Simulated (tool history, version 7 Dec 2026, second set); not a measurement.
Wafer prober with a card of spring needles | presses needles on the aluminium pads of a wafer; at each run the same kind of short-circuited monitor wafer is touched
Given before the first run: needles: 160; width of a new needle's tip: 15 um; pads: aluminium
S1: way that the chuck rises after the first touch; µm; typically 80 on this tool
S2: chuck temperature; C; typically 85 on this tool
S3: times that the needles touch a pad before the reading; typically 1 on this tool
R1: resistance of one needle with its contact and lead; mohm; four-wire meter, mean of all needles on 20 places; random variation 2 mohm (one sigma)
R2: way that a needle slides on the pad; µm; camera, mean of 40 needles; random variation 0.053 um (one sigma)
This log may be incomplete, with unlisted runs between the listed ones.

run    hour  S1  S2  S3   R1     R2
  1       0  80  85   1  257  19.06
        6.2  -- tips cleaned on abrasive film
       21.4  -- tips cleaned on abrasive film
       33.7  -- tips cleaned on abrasive film
       49.1  -- tips cleaned on abrasive film
  2    54.2  80  85   1  250  18.91
       63.4  -- tips cleaned on abrasive film
       78.6  -- tips cleaned on abrasive film
       90.9  -- tips cleaned on abrasive film
      106.1  -- tips cleaned on abrasive film
  3   108.1  80  35   1  220  18.86
      120.3  -- tips cleaned on abrasive film
      135.6  -- tips cleaned on abrasive film
      148.1  -- height of the first contact set anew
      151.2  -- tips cleaned on abrasive film
      166.5  -- tips cleaned on abrasive film
  4   178.1  80  35   1  255  19.28
      181.3  -- tips cleaned on abrasive film
      196.5  -- tips cleaned on abrasive film
      211.9  -- tips cleaned on abrasive film
      224.2  -- tips cleaned on abrasive film
      239.3  -- tips cleaned on abrasive film
  5   248.7  80  85   1  258  19.08
      251.9  -- tips cleaned on abrasive film
      264.2  -- tips cleaned on abrasive film
      279.3  -- tips cleaned on abrasive film
      294.5  -- tips cleaned on abrasive film
      307.2  -- tips cleaned on abrasive film
  6   307.2  80  85   1  219  19.01
      322.5  -- tips cleaned on abrasive film
      337.7  -- tips cleaned on abrasive film
      353.1  -- tips cleaned on abrasive film
  7   357.8  80  85   1  246  18.92
        367  -- tips cleaned on abrasive film
      379.3  -- tips cleaned on abrasive film
  8   387.6  80  85   1  257  18.89
      393.8  -- tips cleaned on abrasive film
      406.1  -- tips cleaned on abrasive film
      421.5  -- tips cleaned on abrasive film
      430.8  -- height of the first contact set anew
        437  -- tips cleaned on abrasive film
  9   441.2  80  85   1  241  19.19
      450.5  -- tips cleaned on abrasive film
      465.8  -- tips cleaned on abrasive film
 10     477  77  85   1  270  18.42
      480.1  -- tips cleaned on abrasive film
      495.5  -- tips cleaned on abrasive film
      507.8  -- tips cleaned on abrasive film
        523  -- tips cleaned on abrasive film
      535.6  -- tips cleaned on abrasive film
 11   535.6  77  85   1  227  18.38
      550.8  -- tips cleaned on abrasive film
      566.1  -- tips cleaned on abrasive film
      578.4  -- tips cleaned on abrasive film
      593.7  -- tips cleaned on abrasive film
 12   600.4  80  85   3  233     19
      606.6  -- tips cleaned on abrasive film
      618.9  -- tips cleaned on abrasive film
      634.2  -- tips cleaned on abrasive film
      649.6  -- tips cleaned on abrasive film
      661.9  -- tips cleaned on abrasive film
 13   663.6  80  85   1  233  18.84
      675.8  -- tips cleaned on abrasive film
      691.1  -- tips cleaned on abrasive film
 14   697.8  80  85   1  251  18.78
        704  -- tips cleaned on abrasive film
      713.5  -- height of the first contact set anew
      716.6  -- tips cleaned on abrasive film
 15   726.8  80  85   1  261  19.22
        730  -- tips cleaned on abrasive film
      745.2  -- tips cleaned on abrasive film
      757.5  -- tips cleaned on abrasive film
 16   759.9  69  75   2  236  16.48
      772.2  -- tips cleaned on abrasive film
      787.6  -- tips cleaned on abrasive film
      802.9  -- tips cleaned on abrasive film
      818.3  -- tips cleaned on abrasive film
 17   829.2  69  38   1  287  16.34
      832.3  -- tips cleaned on abrasive film
      844.6  -- tips cleaned on abrasive film
      859.8  -- tips cleaned on abrasive film
      875.1  -- tips cleaned on abrasive film
      887.4  -- tips cleaned on abrasive film
 18   899.4  61  48   2  280  14.34
      902.5  -- tips cleaned on abrasive film
      917.9  -- tips cleaned on abrasive film
      933.2  -- tips cleaned on abrasive film
      948.6  -- tips cleaned on abrasive film
 19   953.8  61  48   2  253   14.2
        963  -- tips cleaned on abrasive film
      978.3  -- tips cleaned on abrasive film
 20   983.9  77  55   1  243  17.94
      993.1  -- tips cleaned on abrasive film
      996.5  -- height of the first contact set anew
     1008.8  -- tips cleaned on abrasive film
 21  1017.6  77  55   1  273  18.49
     1023.8  -- tips cleaned on abrasive film
       1039  -- tips cleaned on abrasive film
     1054.3  -- tips cleaned on abrasive film
 22  1061.4  77  85   1  263  18.45
     1067.6  -- tips cleaned on abrasive film
       1083  -- tips cleaned on abrasive film
 23  1093.1  77  85   1  275  18.39
     1096.2  -- tips cleaned on abrasive film
     1111.4  -- tips cleaned on abrasive film
     1126.5  -- tips cleaned on abrasive film
     1141.8  -- tips cleaned on abrasive film
     1157.2  -- tips cleaned on abrasive film
 24  1163.4  83  85   2  239  19.69
     1169.7  -- tips cleaned on abrasive film
       1182  -- tips cleaned on abrasive film
     1197.3  -- tips cleaned on abrasive film
 25  1208.1  60  43   1  327   14.1
     1211.1  -- tips cleaned on abrasive film
     1223.4  -- tips cleaned on abrasive film
     1238.8  -- tips cleaned on abrasive film
     1254.2  -- tips cleaned on abrasive film
     1269.5  -- tips cleaned on abrasive film
 26  1274.2  64  60   1  271  14.92

Predict each of these 4 candidate next runs independently; none follows another, all start after run 26:
     1277.6  -- height of the first contact set anew
     1283.8  -- tips cleaned on abrasive film
     1296.1  -- tips cleaned on abrasive film
     1308.4  -- tips cleaned on abrasive film
  A  1313.3  61   46   2   ?   ?
     1277.6  -- height of the first contact set anew
     1283.8  -- tips cleaned on abrasive film
     1296.1  -- tips cleaned on abrasive film
     1308.4  -- tips cleaned on abrasive film
  B  1313.3  85  109   1   ?   ?
     1277.6  -- height of the first contact set anew
     1283.8  -- tips cleaned on abrasive film
     1296.1  -- tips cleaned on abrasive film
     1308.4  -- tips cleaned on abrasive film
  C  1313.3  80   85   2   ?   ?
     1277.6  -- height of the first contact set anew
     1283.8  -- tips cleaned on abrasive film
     1296.1  -- tips cleaned on abrasive film
     1308.4  -- tips cleaned on abrasive film
  D  1313.3  79   85   2   ?   ?

run   R1     R2
  A  251  14.52
  B  253  20.52
  C  236  19.19
  D  240  18.92
Had the tool no hidden state, the same runs would have come out as:
run   R1     R2
  A  206  14.59
  B  216   20.6
  C  208  19.27
  D  211     19
